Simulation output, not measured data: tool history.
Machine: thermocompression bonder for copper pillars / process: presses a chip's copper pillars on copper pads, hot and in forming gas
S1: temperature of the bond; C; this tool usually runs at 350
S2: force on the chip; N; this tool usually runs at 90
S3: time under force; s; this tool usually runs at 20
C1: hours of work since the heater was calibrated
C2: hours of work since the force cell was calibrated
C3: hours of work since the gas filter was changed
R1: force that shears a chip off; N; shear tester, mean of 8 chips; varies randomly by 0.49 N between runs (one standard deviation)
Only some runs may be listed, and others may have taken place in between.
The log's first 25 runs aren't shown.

run	day	S1	S2	S3	C1	C2	C3	R1
26	7.725	350	67	20	780	26	180	69.7
27	8.075	323	84	46	786	31	185	78
28	8.375	323	84	46	791	36	190	77.3
29	8.754	324	122	45	797	42	196	93.5
30	9.133	332	90	47	803	48	202	87.8
31	9.379	350	82	17	807	52	206	73.3
32	9.558	350	82	17	810	55	209	73.7
33	9.767	350	130	47	813	59	213	116.1
34	9.996	350	130	47	817	62	216	115.8
35	10.329	359	93	25	822	68	222	94.8
36	10.617	336	77	53	827	72	226	87.8
37	10.838	351	124	13	831	76	230	84.6
38	11.158	340	61	43	836	81	235	76.6
39	11.408	340	61	43	840	85	239	75.2
40	11.712	379	61	43	845	90	244	105.5
41	12.042	367	61	43	850	96	250	97

Alternative continuations, all from the tool just after run 41; predict every row:
A	12.283	378	123	36	854	99	253	?
B	12.283	350	65	20	854	99	253	?
C	12.283	350	132	38	854	99	253	?

run	R1
A	122.9
B	68.7
C	110.1
Had the tool no hidden state, the same runs would have come out as:
run	R1
A	121.1
B	60.6
C	104.4
